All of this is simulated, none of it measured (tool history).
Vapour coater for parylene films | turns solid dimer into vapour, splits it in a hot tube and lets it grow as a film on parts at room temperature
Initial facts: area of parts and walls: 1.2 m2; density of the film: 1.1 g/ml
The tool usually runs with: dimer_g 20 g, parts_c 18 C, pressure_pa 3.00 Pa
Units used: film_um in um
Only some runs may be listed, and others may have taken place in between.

run    hour  dimer_g  parts_c  pressure_pa  film_um
  1     0.0       20       18         3.00     7.89
  2    59.1       20       18         3.00     7.90
  3   117.2       20       18         3.00     7.69
  4   169.4       20       18         3.00     7.54
  5   202.6       20       18         3.00     7.43
  6   246.0       20       18         3.00     7.39
  7   283.0       20       18         3.00     7.41
      301.5  -- trap's valve overhauled
  8   321.1       20       18         3.00     8.26
  9   364.5       20       18         3.00     8.08
 10   394.6       20       18         3.00     8.03
 11   449.5       20       18         3.00     7.85
 12   497.1       20       18         3.00     7.67
 13   535.1       20       18         3.00     7.72
 14   565.6       20       18         3.00     7.68
 15   607.0       20       18         3.00     7.59
 16   652.8       20       18         3.00     7.31
 17   697.6       20       18         3.00     7.26
 18   734.2       20       18         2.77     7.28
      762.4  -- trap's valve overhauled
 19   801.0       20       18         2.77     8.04
 20   854.9       20       18         2.77     8.15
 21   891.1       29       18         5.10    10.69
 22   924.2       20       12         3.00     9.16
      955.7  -- table's thermometer calibrated
 23   976.7        9       18         3.34     3.53
 24  1017.3       10       21         5.03     3.37
 25  1067.5       17       21         2.14     6.21
 26  1108.4       13       25         4.07     3.89
 27  1147.6       28       29         4.32     7.46
 28  1187.0       28       29         4.32     7.34
     1223.6  -- trap's valve overhauled
 29  1253.3       15       29        10.73     3.93
 30  1305.3       24       11         3.00    11.71
 31  1341.7       10       12         6.78     4.23
 32  1387.8       24       23         4.42     7.81
 33  1419.5       20       29         4.05     5.65
 34  1453.1       20       29         4.05     5.60
 35  1481.9       20       29         4.05     5.51
 36  1532.3        9       18         2.59     3.44
 37  1574.2       20       18         2.59     7.64
 38  1615.5       10       23        11.35     2.75
 39  1665.4       11       23        11.35     2.94
     1681.7  -- trap's valve overhauled
 40  1730.6       26       25         5.37     8.14

Each row is a separate what-if for the run after 40, all from the same tool condition, not one after another. Results?
  A  1793.3       13       13         5.37        ?
  B  1793.3       26       25         7.17        ?
  C  1793.3       26       15         4.12        ?
  D  1793.3       26       29         5.37        ?

run  film_um
  A     5.56
  B     7.51
  C    10.62
  D     7.14
The same runs, with their run-to-run variation unchanged, on a tool lacking any hidden condition would have given:
run  film_um
  A     5.85
  B     7.90
  C    11.16
  D     7.50
